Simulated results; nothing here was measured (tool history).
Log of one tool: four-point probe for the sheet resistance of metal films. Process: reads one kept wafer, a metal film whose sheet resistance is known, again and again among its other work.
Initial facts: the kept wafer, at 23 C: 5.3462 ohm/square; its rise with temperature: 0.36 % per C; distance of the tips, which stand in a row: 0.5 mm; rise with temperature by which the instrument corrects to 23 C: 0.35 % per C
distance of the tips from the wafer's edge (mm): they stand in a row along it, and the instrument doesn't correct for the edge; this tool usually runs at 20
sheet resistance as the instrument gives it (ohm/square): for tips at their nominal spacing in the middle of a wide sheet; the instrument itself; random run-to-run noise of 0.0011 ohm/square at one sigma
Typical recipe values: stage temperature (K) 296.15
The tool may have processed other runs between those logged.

run,hour,stage temperature (K),distance of the tips from the wafer's edge (mm),sheet resistance as the instrument gives it (ohm/square)
1,0.0,296.15,20,5.361580
# hour 14.4: stage's thermometer calibrated
2,57.0,296.15,12,5.360526
3,143.1,296.15,12,5.360035
4,187.4,299.15,12,5.363563
# hour 209.4: stage's thermometer calibrated, once more
5,250.2,296.15,20,5.373090
6,327.2,296.15,20,5.376846
7,414.0,296.15,20,5.375854
8,495.7,296.15,20,5.376923
9,533.5,296.15,20,5.376104
10,593.2,296.15,24,5.376758
11,666.2,296.15,24,5.377884
12,730.0,296.15,20,5.379214
13,785.0,296.15,20,5.378479
14,870.4,296.15,20,5.378753
15,959.8,296.15,20,5.377346
16,1009.5,296.15,20,5.377614
17,1076.6,296.15,20,5.380544
18,1136.7,296.15,31,5.378363
19,1210.2,296.15,31,5.380527
20,1248.0,301.15,5,5.413946
21,1311.4,297.15,4,5.424326
22,1364.3,297.15,4,5.425750
23,1411.4,291.15,45,5.375470
24,1467.7,291.15,45,5.377573
25,1511.1,305.15,61,5.388783
26,1583.7,305.15,61,5.389520
27,1630.8,294.15,4,5.424956
28,1675.8,304.15,45,5.390415
29,1737.0,299.15,33,5.385004
30,1780.6,306.15,62,5.388817
31,1870.6,306.15,62,5.391589
32,1931.0,306.15,62,5.392037
33,2008.7,293.15,20,5.383375
34,2057.1,293.15,20,5.384025
35,2104.5,305.15,24,5.392452
36,2156.4,298.15,26,5.389182
37,2235.9,292.15,11,5.386541
38,2286.7,292.15,11,5.387959

What if the next run were any one of these 5? Each begins from the tool's condition after run 38:
A,2360.7,299.15,4,?
B,2360.7,305.15,16,?
C,2360.7,292.15,15,?
D,2360.7,296.15,11,?
E,2360.7,292.15,11,?

run,sheet resistance as the instrument gives it (ohm/square)
A,5.432767
B,5.395663
C,5.387712
D,5.393222
E,5.389292
Stripped of hidden state, with their random variation kept, the same runs would have yielded:
run,sheet resistance as the instrument gives it (ohm/square)
A,5.391839
B,5.354848
C,5.347264
D,5.352637
E,5.348834
